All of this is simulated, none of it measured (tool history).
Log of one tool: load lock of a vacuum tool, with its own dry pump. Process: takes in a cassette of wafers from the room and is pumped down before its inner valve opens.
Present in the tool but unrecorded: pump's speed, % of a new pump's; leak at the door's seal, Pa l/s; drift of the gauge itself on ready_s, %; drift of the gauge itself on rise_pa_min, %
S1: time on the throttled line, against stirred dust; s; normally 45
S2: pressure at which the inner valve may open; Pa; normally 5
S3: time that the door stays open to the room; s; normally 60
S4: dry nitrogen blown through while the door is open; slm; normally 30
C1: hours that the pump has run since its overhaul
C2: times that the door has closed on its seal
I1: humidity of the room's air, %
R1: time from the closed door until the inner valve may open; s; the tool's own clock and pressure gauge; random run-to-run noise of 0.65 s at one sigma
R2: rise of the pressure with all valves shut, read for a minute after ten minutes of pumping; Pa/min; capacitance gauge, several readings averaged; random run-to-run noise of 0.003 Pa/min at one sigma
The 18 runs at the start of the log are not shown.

Run 19, day 170.221: usual settings but S1 76 s, S2 10 Pa, S3 198 s, S4 26 slm; C1 13678; C2 28691; I1 43.9. Result: R1 124.3 s, R2 0.395 Pa/min.
Run 20, day 175.992: usual settings but S1 39 s, S4 11 slm; C1 13817; C2 29099; I1 45.3. Result: R1 98.3 s, R2 0.378 Pa/min.
Run 21, day 187.212: usual settings but S1 39 s, S4 8 slm; C1 14086; C2 29893; I1 44. Result: R1 98.8 s, R2 0.399 Pa/min.
Run 22, day 196.562: usual settings but S1 39 s, S4 8 slm; C1 14311; C2 30555; I1 46.2. Result: R1 99.3 s, R2 0.41 Pa/min.
Run 23, day 206.779: usual settings but S1 39 s, S4 8 slm; C1 14556; C2 31277; I1 46.1. Result: R1 99.2 s, R2 0.432 Pa/min.
Run 24, day 216.896: usual settings but S3 203 s; C1 14799; C2 31993; I1 46.9. Result: R1 103 s, R2 0.448 Pa/min.
At day 223.512: dry pump taken out, an overhauled one fitted.
Run 25, day 230.196: usual settings but S1 54 s, S3 101 s, S4 13 slm; C1 160; C2 32916; I1 45.2. Result: R1 104.9 s, R2 0.462 Pa/min.
Run 26, day 235.733: usual settings but S1 55 s, S2 6 Pa, S3 101 s, S4 13 slm; C1 293; C2 33308; I1 46.4. Result: R1 103.6 s, R2 0.483 Pa/min.
Run 27, day 248.958: usual settings but S1 30 s, S2 9 Pa, S3 158 s, S4 16 slm; C1 611; C2 34244; I1 46.6. Result: R1 80.4 s, R2 0.493 Pa/min.
Run 28, day 260.425: usual settings but S1 44 s, S2 6 Pa, S3 158 s, S4 16 slm; C1 886; C2 35055; I1 44.3. Result: R1 95.5 s, R2 0.517 Pa/min.
Run 29, day 267.892: usual settings but S1 44 s, S2 6 Pa, S3 238 s, S4 15 slm; C1 1065; C2 35583; I1 43.3. Result: R1 94.6 s, R2 0.542 Pa/min.
Run 30, day 275.396: usual settings but S1 85 s, S2 6 Pa, S3 238 s, S4 15 slm; C1 1245; C2 36114; I1 45.8. Result: R1 130.7 s, R2 0.566 Pa/min.
Run 31, day 284.554: usual settings but S1 85 s, S2 6 Pa, S3 238 s, S4 15 slm; C1 1465; C2 36762; I1 44.6. Result: R1 129.5 s, R2 0.566 Pa/min.
Run 32, day 293.708: usual settings; C1 1685; C2 37409; I1 44.3. Result: R1 97.2 s, R2 0.531 Pa/min.

What if the next run were any one of these 5? Each begins from the tool's condition after run 32:
Run A, day 303.475: usual settings but S2 4 Pa; C1 1919; C2 38100; I1 47. Result: R1 ?, R2 ?.
Run B, day 303.475: usual settings but S1 27 s, S2 9 Pa, S3 181 s; C1 1919; C2 38100; I1 41.9. Result: R1 ?, R2 ?.
Run C, day 303.475: usual settings but S2 8 Pa; C1 1919; C2 38100; I1 43.6. Result: R1 ?, R2 ?.
Run D, day 303.475: usual settings but S1 55 s, S3 75 s; C1 1919; C2 38100; I1 48.3. Result: R1 ?, R2 ?.
Run E, day 303.475: usual settings but S4 6 slm; C1 1919; C2 38100; I1 43.8. Result: R1 ?, R2 ?.

run    R1     R2
  A  99.8  0.548
  B  78.8  0.565
  C  93.3  0.547
  D   106   0.56
  E  99.7  0.558
Take away the tool's hidden state, keep each run's random variation, and the runs would have read:
run     R1     R2
  A   98.5   0.04
  B   77.7  0.058
  C   92.3  0.037
  D  104.8  0.048
  E   98.4  0.051

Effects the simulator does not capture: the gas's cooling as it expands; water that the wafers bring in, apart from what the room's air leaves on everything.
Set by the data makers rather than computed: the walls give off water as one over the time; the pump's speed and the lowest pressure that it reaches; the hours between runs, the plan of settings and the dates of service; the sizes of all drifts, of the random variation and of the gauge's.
